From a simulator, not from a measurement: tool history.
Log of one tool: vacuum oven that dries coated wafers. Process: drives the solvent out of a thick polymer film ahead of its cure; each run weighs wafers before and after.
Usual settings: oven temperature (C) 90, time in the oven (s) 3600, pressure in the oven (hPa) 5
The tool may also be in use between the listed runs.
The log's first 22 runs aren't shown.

| run | hour | oven temperature (C) | time in the oven (s) | pressure in the oven (hPa) | solvent left in the film (%) |
|---|---|---|---|---|---|
| 23 | 1038.2 | 90 | 4020 | 5 | 2.66 |
| 24 | 1103.6 | 90 | 4020 | 5 | 2.74 |
| 25 | 1135.2 | 90 | 2400 | 5 | 5.76 |
| 26 | 1180.6 | 84 | 2400 | 8.93 | 7.88 |
| 27 | 1228.2 | 85 | 4920 | 5 | 3.01 |
| 28 | 1268 | 102 | 4920 | 5 | 0.44 |
| 29 | 1330 | 90 | 3540 | 10.21 | 3.71 |
| 30 | 1376.8 | 97 | 3660 | 10.21 | 1.99 |
| 31 | 1422.5 | 97 | 3660 | 10.21 | 1.94 |
|  | 1439.4 | oven's thermocouples calibrated |
| 32 | 1494.3 | 78 | 3900 | 5 | 6.39 |
| 33 | 1539.3 | 78 | 3900 | 5 | 6.3 |
| 34 | 1609.6 | 101 | 3900 | 5 | 0.97 |
| 35 | 1649.9 | 101 | 3900 | 4.02 | 0.9 |
| 36 | 1687.8 | 101 | 3900 | 4.02 | 0.93 |
| 37 | 1748.5 | 101 | 3900 | 4.02 | 0.97 |
| 38 | 1803.4 | 101 | 3900 | 4.02 | 0.94 |
| 39 | 1873.6 | 101 | 3900 | 4.02 | 0.89 |
| 40 | 1934.4 | 77 | 3300 | 3.35 | 7.71 |
| 41 | 1986.4 | 96 | 2160 | 4.19 | 4.56 |
| 42 | 2024.8 | 96 | 2160 | 4.19 | 4.69 |
| 43 | 2065 | 96 | 2160 | 4.19 | 4.67 |
| 44 | 2134 | 96 | 2160 | 4.19 | 4.57 |
| 45 | 2179.4 | 102 | 2640 | 5.02 | 2.05 |
| 46 | 2219.5 | 91 | 1860 | 17.79 | 7.6 |

Forecast each of these 4 alternatives for the next run:
| A | 2253.7 | 91 | 3780 | 17.79 | ? |
| B | 2253.7 | 85 | 5340 | 17.79 | ? |
| C | 2253.7 | 101 | 2100 | 3.59 | ? |
| D | 2253.7 | 95 | 2280 | 4.81 | ? |

| run | solvent left in the film (%) |
|---|---|
| A | 3.36 |
| B | 3.17 |
| C | 3.45 |
| D | 4.47 |
Without the tool's hidden state the same runs would have given:
| run | solvent left in the film (%) |
|---|---|
| A | 3.34 |
| B | 3.15 |
| C | 3.44 |
| D | 4.46 |
